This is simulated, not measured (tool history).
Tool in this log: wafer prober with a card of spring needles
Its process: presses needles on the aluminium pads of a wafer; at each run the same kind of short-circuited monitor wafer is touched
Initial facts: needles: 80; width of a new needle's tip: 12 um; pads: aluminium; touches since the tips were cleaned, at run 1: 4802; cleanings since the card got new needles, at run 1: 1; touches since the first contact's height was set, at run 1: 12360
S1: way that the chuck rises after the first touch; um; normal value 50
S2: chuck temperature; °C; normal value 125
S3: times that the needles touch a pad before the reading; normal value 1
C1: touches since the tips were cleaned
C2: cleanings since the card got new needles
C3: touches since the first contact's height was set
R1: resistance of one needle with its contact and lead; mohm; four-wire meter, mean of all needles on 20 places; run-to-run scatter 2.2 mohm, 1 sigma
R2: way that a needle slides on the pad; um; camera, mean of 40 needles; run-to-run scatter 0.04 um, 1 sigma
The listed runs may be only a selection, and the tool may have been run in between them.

run	hour	S1	S2	S3	C1	C2	C3	R1	R2
1	0.0	50	125	1	4802	1	12360	247	9.91
# hour 2.1: tips cleaned on abrasive film
2	10.5	50	125	1	5704	2	19418	245	9.90
# hour 12.0: tips cleaned on abrasive film
# hour 22.0: tips cleaned on abrasive film
3	27.4	50	125	2	3638	4	30783	249	9.92
# hour 32.6: tips cleaned on abrasive film
# hour 42.6: tips cleaned on abrasive film
4	48.4	50	125	2	3940	6	44958	251	9.93
# hour 52.3: tips cleaned on abrasive film
# hour 61.5: tips cleaned on abrasive film
5	63.9	50	120	1	1631	8	55408	246	9.85
# hour 70.8: tips cleaned on abrasive film
6	76.6	50	120	1	3965	9	63968	245	9.89
# hour 80.0: tips cleaned on abrasive film
# hour 89.5: tips cleaned on abrasive film
# hour 98.8: tips cleaned on abrasive film
7	99.7	34	120	1	575	12	79476	253	6.77
# hour 109.2: tips cleaned on abrasive film
# hour 119.1: tips cleaned on abrasive film
8	119.1	34	120	1	0	14	92569	254	6.74
# hour 129.3: tips cleaned on abrasive film
# hour 139.5: tips cleaned on abrasive film
9	140.9	34	120	1	934	16	107256	252	6.68
# hour 150.2: tips cleaned on abrasive film
10	157.9	32	55	1	5242	17	118796	236	6.42
# hour 160.1: tips cleaned on abrasive film
11	168.2	32	55	1	5519	18	125713	239	6.34

Consider 3 possible next runs. They are alternatives, not a sequence: every one starts from the tool as it was left by run 11. What does each give?
# hour 169.2: tips cleaned on abrasive film
# hour 178.5: tips cleaned on abrasive film
# hour 187.8: tips cleaned on abrasive film
A	190.2	59	65	1	1605	21	140493	?	?
# hour 169.2: tips cleaned on abrasive film
# hour 178.5: tips cleaned on abrasive film
# hour 187.8: tips cleaned on abrasive film
B	190.2	33	88	1	1605	21	140493	?	?
# hour 169.2: tips cleaned on abrasive film
# hour 178.5: tips cleaned on abrasive film
# hour 187.8: tips cleaned on abrasive film
C	190.2	48	87	2	1605	21	140493	?	?

run	R1	R2
A	229	11.75
B	246	6.57
C	241	9.59
Stripped of hidden state, with their random variation kept, the same runs would have yielded:
run	R1	R2
A	229	11.62
B	246	6.49
C	241	9.48
